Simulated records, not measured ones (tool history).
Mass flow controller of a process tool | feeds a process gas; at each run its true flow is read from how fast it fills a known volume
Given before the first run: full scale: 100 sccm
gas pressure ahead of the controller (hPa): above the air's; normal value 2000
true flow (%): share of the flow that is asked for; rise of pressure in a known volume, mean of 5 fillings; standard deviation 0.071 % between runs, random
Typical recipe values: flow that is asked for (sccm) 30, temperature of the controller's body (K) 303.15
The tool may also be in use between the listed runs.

| run | hour | flow that is asked for (sccm) | gas pressure ahead of the controller (hPa) | temperature of the controller's body (K) | true flow (%) |
|---|---|---|---|---|---|
| 1 | 0.0 | 30 | 2000 | 303.15 | 99.55 |
| 2 | 331.9 | 30 | 2000 | 303.15 | 99.52 |
| 3 | 713.4 | 30 | 2000 | 303.15 | 99.61 |
| 4 | 969.5 | 30 | 2000 | 293.15 | 98.42 |
| 5 | 1380.0 | 30 | 2000 | 293.15 | 98.21 |
| 6 | 1739.2 | 30 | 2000 | 293.15 | 98.29 |
| 7 | 2001.3 | 30 | 2000 | 303.15 | 99.16 |
| 8 | 2369.6 | 30 | 2000 | 303.15 | 99.19 |
| 9 | 2631.8 | 30 | 2000 | 303.15 | 98.95 |
| 10 | 2820.8 | 30 | 2000 | 303.15 | 99.07 |
| 11 | 3120.4 | 73 | 1740 | 293.15 | 98.44 |
| 12 | 3340.3 | 18 | 2160 | 304.15 | 98.69 |
| 13 | 3573.2 | 30 | 2000 | 308.15 | 99.47 |
| 14 | 3930.3 | 30 | 1490 | 303.15 | 98.92 |
| 15 | 4183.1 | 21 | 2210 | 311.15 | 99.52 |
| 16 | 4392.1 | 30 | 1770 | 295.15 | 98.03 |
| 17 | 4736.8 | 30 | 1770 | 295.15 | 97.87 |
| 18 | 4998.0 | 30 | 1960 | 311.15 | 99.35 |
| 19 | 5301.8 | 15 | 2460 | 293.15 | 96.92 |
| 20 | 5537.5 | 15 | 2460 | 293.15 | 96.93 |

Forecast each of these 5 alternatives for the next run:
| A | 5819.5 | 40 | 1540 | 298.15 | ? |
| B | 5819.5 | 24 | 2000 | 303.15 | ? |
| C | 5819.5 | 37 | 2070 | 306.15 | ? |
| D | 5819.5 | 11 | 2640 | 300.15 | ? |
| E | 5819.5 | 17 | 1960 | 296.15 | ? |

| run | true flow (%) |
|---|---|
| A | 98.12 |
| B | 98.32 |
| C | 98.74 |
| D | 97.45 |
| E | 97.45 |
Stripped of hidden state, with their random variation kept, the same runs would have yielded:
| run | true flow (%) |
|---|---|
| A | 99.39 |
| B | 99.61 |
| C | 100.03 |
| D | 98.78 |
| E | 98.74 |
